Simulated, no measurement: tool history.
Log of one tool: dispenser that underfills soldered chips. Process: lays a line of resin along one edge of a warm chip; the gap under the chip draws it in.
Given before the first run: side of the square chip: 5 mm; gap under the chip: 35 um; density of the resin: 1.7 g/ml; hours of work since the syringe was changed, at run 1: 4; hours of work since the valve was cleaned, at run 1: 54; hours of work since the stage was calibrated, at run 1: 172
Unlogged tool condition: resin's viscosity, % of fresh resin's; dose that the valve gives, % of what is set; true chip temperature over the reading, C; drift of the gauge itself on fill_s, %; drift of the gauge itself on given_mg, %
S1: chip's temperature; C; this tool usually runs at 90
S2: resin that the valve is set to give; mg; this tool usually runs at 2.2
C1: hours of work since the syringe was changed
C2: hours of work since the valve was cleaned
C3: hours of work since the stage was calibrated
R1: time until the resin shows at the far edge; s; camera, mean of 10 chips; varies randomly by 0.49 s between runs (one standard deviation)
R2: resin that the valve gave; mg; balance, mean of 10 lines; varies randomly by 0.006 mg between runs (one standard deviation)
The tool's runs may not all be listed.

| run | day | S1 | S2 | C1 | C2 | C3 | R1 | R2 |
|---|---|---|---|---|---|---|---|---|
| 1 | 0 | 90 | 2.2 | 4 | 54 | 172 | 48.1 | 2.145 |
| 2 | 0.275 | 90 | 2.2 | 8 | 59 | 177 | 68.3 | 2.137 |
|  | 0.3 | new syringe of resin |
|  | 0.367 | dispensing valve cleaned and set on the balance |
| 3 | 0.521 | 90 | 2.2 | 3 | 3 | 180 | 44.7 | 2.2 |
| 4 | 0.696 | 90 | 2.2 | 6 | 6 | 183 | 56.7 | 2.212 |
|  | 0.875 | new syringe of resin |
| 5 | 0.908 | 90 | 2.2 | 1 | 9 | 187 | 37.7 | 2.187 |
| 6 | 1.142 | 100 | 2.2 | 5 | 13 | 191 | 33.5 | 2.198 |
| 7 | 1.342 | 90 | 2.2 | 8 | 17 | 194 | 66 | 2.204 |
|  | 1.388 | new syringe of resin |
| 8 | 1.542 | 90 | 2.2 | 3 | 20 | 198 | 45.2 | 2.19 |
| 9 | 1.746 | 90 | 2.2 | 6 | 24 | 201 | 56.3 | 2.188 |
|  | 1.912 | new syringe of resin |
| 10 | 2.046 | 90 | 2.2 | 2 | 29 | 206 | 43.1 | 2.177 |
| 11 | 2.288 | 90 | 2.53 | 7 | 33 | 210 | 57.2 | 2.508 |
|  | 2.425 | new syringe of resin |
| 12 | 2.558 | 90 | 2.53 | 2 | 38 | 215 | 41.4 | 2.502 |
| 13 | 2.679 | 90 | 2.53 | 5 | 40 | 217 | 49.4 | 2.5 |
|  | 2.938 | new syringe of resin |
| 14 | 2.979 | 90 | 2.45 | 1 | 45 | 222 | 36.9 | 2.417 |
| 15 | 3.154 | 90 | 2.45 | 4 | 48 | 225 | 46.9 | 2.409 |
| 16 | 3.325 | 90 | 2.8 | 7 | 51 | 228 | 57 | 2.76 |
|  | 3.45 | new syringe of resin |
| 17 | 3.542 | 90 | 1.98 | 2 | 54 | 232 | 41.3 | 1.938 |
| 18 | 3.675 | 90 | 1.98 | 4 | 57 | 234 | 49.4 | 1.949 |
|  | 3.858 | dispensing valve cleaned and set on the balance |
| 19 | 3.875 | 90 | 1.98 | 7 | 0 | 237 | 58 | 1.972 |
|  | 4.017 | new syringe of resin |
| 20 | 4.1 | 84 | 2.56 | 1 | 4 | 241 | 50.8 | 2.559 |
| 21 | 4.233 | 97 | 1.96 | 4 | 6 | 243 | 36.8 | 1.953 |
| 22 | 4.512 | 97 | 1.96 | 9 | 11 | 248 | 51.9 | 1.947 |
|  | 4.55 | new syringe of resin |
| 23 | 4.788 | 97 | 1.96 | 4 | 16 | 253 | 37 | 1.955 |
|  | 5.058 | new syringe of resin |
| 24 | 5.079 | 99 | 2.13 | 0 | 21 | 257 | 25.4 | 2.123 |
| 25 | 5.358 | 99 | 2.13 | 5 | 26 | 262 | 36.4 | 2.117 |
|  | 5.588 | new syringe of resin |
| 26 | 5.617 | 91 | 2.62 | 1 | 30 | 267 | 36.1 | 2.598 |

Run 27 is up next; what results do you expect?
| 27 | 5.862 | 91 | 2.25 | 5 | 34 | 271 | ? | ? |

Logged for run 27: R1 49.9 s, R2 2.213 mg.
Were there no unlogged condition in the tool, this run, its random variation unchanged, would have produced R1 37 s, R2 2.241 mg.
